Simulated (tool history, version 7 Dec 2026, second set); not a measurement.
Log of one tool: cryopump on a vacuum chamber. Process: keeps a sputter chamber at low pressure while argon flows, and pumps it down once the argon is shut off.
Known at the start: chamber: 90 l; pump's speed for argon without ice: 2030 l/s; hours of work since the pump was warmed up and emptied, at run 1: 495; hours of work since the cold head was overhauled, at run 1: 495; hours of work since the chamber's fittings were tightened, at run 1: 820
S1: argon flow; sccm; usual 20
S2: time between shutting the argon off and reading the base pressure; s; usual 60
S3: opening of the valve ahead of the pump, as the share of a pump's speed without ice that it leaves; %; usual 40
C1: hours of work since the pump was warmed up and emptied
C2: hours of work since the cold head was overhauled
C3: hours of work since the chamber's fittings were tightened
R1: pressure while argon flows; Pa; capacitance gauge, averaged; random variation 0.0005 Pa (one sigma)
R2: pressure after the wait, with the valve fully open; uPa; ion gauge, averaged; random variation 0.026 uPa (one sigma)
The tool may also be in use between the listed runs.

run 1 hour=0.0 | S1=20 S2=60 S3=40 | C1=495 C2=495 C3=820 | R1=0.0481 R2=1.52
run 2 hour=19.5 | S1=20 S2=60 S3=15 | C1=507 C2=507 C3=832 | R1=0.1171 R2=1.55
run 3 hour=52.7 | S1=20 S2=60 S3=26 | C1=526 C2=526 C3=852 | R1=0.0701 R2=1.55
run 4 hour=80.8 | S1=20 S2=60 S3=26 | C1=543 C2=543 C3=869 | R1=0.0704 R2=1.55
-- hour=94.1 pump warmed up, emptied and cooled again
run 5 hour=108.1 | S1=20 S2=60 S3=34 | C1=8 C2=556 C3=882 | R1=0.0498 R2=1.45
run 6 hour=127.1 | S1=20 S2=60 S3=34 | C1=20 C2=568 C3=893 | R1=0.0493 R2=1.42
run 7 hour=149.7 | S1=20 S2=60 S3=34 | C1=33 C2=581 C3=907 | R1=0.0489 R2=1.45
run 8 hour=165.7 | S1=20 S2=60 S3=40 | C1=43 C2=591 C3=916 | R1=0.0430 R2=1.42
run 9 hour=185.7 | S1=8 S2=60 S3=40 | C1=55 C2=603 C3=928 | R1=0.0170 R2=1.42
run 10 hour=202.2 | S1=8 S2=60 S3=40 | C1=64 C2=612 C3=938 | R1=0.0166 R2=1.46
run 11 hour=219.4 | S1=8 S2=60 S3=40 | C1=75 C2=623 C3=948 | R1=0.0169 R2=1.47
run 12 hour=237.8 | S1=8 S2=60 S3=40 | C1=86 C2=634 C3=959 | R1=0.0161 R2=1.44
run 13 hour=263.6 | S1=11 S2=173 S3=48 | C1=101 C2=649 C3=974 | R1=0.0197 R2=0.68
run 14 hour=291.0 | S1=20 S2=44 S3=50 | C1=117 C2=665 C3=991 | R1=0.0339 R2=1.96
run 15 hour=316.6 | S1=12 S2=60 S3=19 | C1=132 C2=680 C3=1006 | R1=0.0537 R2=1.49
run 16 hour=334.2 | S1=12 S2=60 S3=19 | C1=143 C2=691 C3=1016 | R1=0.0539 R2=1.47
run 17 hour=358.6 | S1=20 S2=98 S3=40 | C1=158 C2=706 C3=1031 | R1=0.0430 R2=1.03
run 18 hour=373.1 | S1=20 S2=98 S3=40 | C1=166 C2=714 C3=1040 | R1=0.0433 R2=1.00
run 19 hour=402.7 | S1=11 S2=60 S3=40 | C1=184 C2=732 C3=1057 | R1=0.0241 R2=1.53
run 20 hour=435.4 | S1=9 S2=108 S3=50 | C1=203 C2=751 C3=1077 | R1=0.0163 R2=0.99
run 21 hour=449.4 | S1=9 S2=108 S3=50 | C1=212 C2=760 C3=1085 | R1=0.0159 R2=0.99
run 22 hour=475.1 | S1=20 S2=275 S3=40 | C1=227 C2=775 C3=1100 | R1=0.0435 R2=0.55
run 23 hour=507.3 | S1=20 S2=275 S3=40 | C1=246 C2=794 C3=1120 | R1=0.0440 R2=0.55

Forecast each of these 4 alternatives for the next run:
run A hour=522.4 | S1=20 S2=60 S3=26 | C1=255 C2=803 C3=1128 | R1=? R2=?
run B hour=522.4 | S1=20 S2=43 S3=40 | C1=255 C2=803 C3=1128 | R1=? R2=?
run C hour=522.4 | S1=20 S2=26 S3=40 | C1=255 C2=803 C3=1128 | R1=? R2=?
run D hour=522.4 | S1=19 S2=101 S3=19 | C1=255 C2=803 C3=1128 | R1=? R2=?

run=A R1=0.0670 R2=1.50
run=B R1=0.0444 R2=1.96
run=C R1=0.0442 R2=3.17
run=D R1=0.0855 R2=1.03
Without the tool's hidden state the same runs would have given:
run=A R1=0.0643 R2=1.35
run=B R1=0.0416 R2=1.81
run=C R1=0.0415 R2=3.02
run=D R1=0.0829 R2=0.88
